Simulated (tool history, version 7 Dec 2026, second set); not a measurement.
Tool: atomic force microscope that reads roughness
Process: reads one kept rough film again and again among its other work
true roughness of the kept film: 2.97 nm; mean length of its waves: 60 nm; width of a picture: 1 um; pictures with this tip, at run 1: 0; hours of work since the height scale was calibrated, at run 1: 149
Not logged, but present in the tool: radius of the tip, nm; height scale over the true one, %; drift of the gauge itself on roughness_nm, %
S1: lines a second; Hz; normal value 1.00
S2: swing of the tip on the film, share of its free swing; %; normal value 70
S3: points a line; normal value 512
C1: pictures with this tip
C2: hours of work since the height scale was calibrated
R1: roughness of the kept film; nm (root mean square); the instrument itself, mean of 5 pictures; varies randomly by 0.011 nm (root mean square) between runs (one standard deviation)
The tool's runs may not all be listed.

Run 1, hour 0.0: usual settings; C1 0; C2 149. Result: R1 2.672 nm (root mean square).
Run 2, hour 16.2: usual settings; C1 20; C2 158. Result: R1 2.626 nm (root mean square).
Run 3, hour 37.0: usual settings; C1 46; C2 171. Result: R1 2.578 nm (root mean square).
At hour 52.5: new tip fitted.
Run 4, hour 70.0: usual settings; C1 22; C2 190. Result: R1 2.637 nm (root mean square).
Run 5, hour 98.7: usual settings; C1 58; C2 208. Result: R1 2.549 nm (root mean square).
At hour 105.8: new tip fitted.
Run 6, hour 114.5: usual settings but S3 360; C1 11; C2 217. Result: R1 2.656 nm (root mean square).
Run 7, hour 132.3: usual settings but S3 360; C1 33; C2 227. Result: R1 2.602 nm (root mean square).
Run 8, hour 151.5: usual settings but S3 905; C1 57; C2 239. Result: R1 2.560 nm (root mean square).
At hour 159.8: new tip fitted.
Run 9, hour 172.9: usual settings but S3 905; C1 16; C2 251. Result: R1 2.656 nm (root mean square).
Run 10, hour 204.7: usual settings but S3 542; C1 56; C2 270. Result: R1 2.568 nm (root mean square).
At hour 213.2: new tip fitted.
Run 11, hour 228.5: usual settings but S3 542; C1 19; C2 284. Result: R1 2.638 nm (root mean square).
Run 12, hour 242.5: usual settings but S3 542; C1 36; C2 293. Result: R1 2.605 nm (root mean square).
Run 13, hour 256.3: usual settings but S3 542; C1 54; C2 301. Result: R1 2.569 nm (root mean square).
At hour 266.2: new tip fitted.
Run 14, hour 280.7: usual settings but S3 542; C1 19; C2 315. Result: R1 2.626 nm (root mean square).
Run 15, hour 300.6: usual settings but S3 958; C1 43; C2 327. Result: R1 2.595 nm (root mean square).
At hour 319.5: new tip fitted.
Run 16, hour 323.6: usual settings but S3 958; C1 6; C2 341. Result: R1 2.637 nm (root mean square).
Run 17, hour 349.3: usual settings but S3 958; C1 38; C2 356. Result: R1 2.590 nm (root mean square).
Run 18, hour 367.4: usual settings but S1 3.31 Hz, S2 66 %, S3 406; C1 60; C2 367. Result: R1 2.294 nm (root mean square).
At hour 372.0: new tip fitted.
Run 19, hour 394.7: usual settings but S3 504; C1 29; C2 383. Result: R1 2.636 nm (root mean square).
Run 20, hour 416.6: usual settings but S3 504; C1 56; C2 396. Result: R1 2.575 nm (root mean square).
At hour 424.6: new tip fitted.
Run 21, hour 445.5: usual settings but S1 0.63 Hz; C1 27; C2 413. Result: R1 2.677 nm (root mean square).
Run 22, hour 460.0: usual settings but S1 2.28 Hz, S2 63 %; C1 45; C2 422. Result: R1 2.500 nm (root mean square).
At hour 477.2: new tip fitted.
Run 23, hour 487.7: usual settings but S1 0.50 Hz, S2 81 %, S3 653; C1 13; C2 438. Result: R1 2.661 nm (root mean square).

A few steps of R1 between consecutive runs. Split each: what settings, incoming material and random variation would produce without the hidden state, and what is left over for the hidden state, along with gauge scatter present in only one of the two compared results (measured, and without hidden state):
Run 5 -> 6: S3 512 -> 360, new tip fitted. R1 +0.107 nm (root mean square): hidden state +0.104, all else +0.003.
Run 8 -> 9: new tip fitted. R1 +0.096 nm (root mean square): hidden state +0.089, all else +0.007.
Run 17 -> 18: S1 1.00 -> 3.31, S2 70 -> 66, S3 958 -> 406. R1 -0.296 nm (root mean square): hidden state -0.033, all else -0.263.
Run 18 -> 19: S1 3.31 -> 1.00, S2 66 -> 70, S3 406 -> 504, new tip fitted. R1 +0.342 nm (root mean square): hidden state +0.064, all else +0.278.
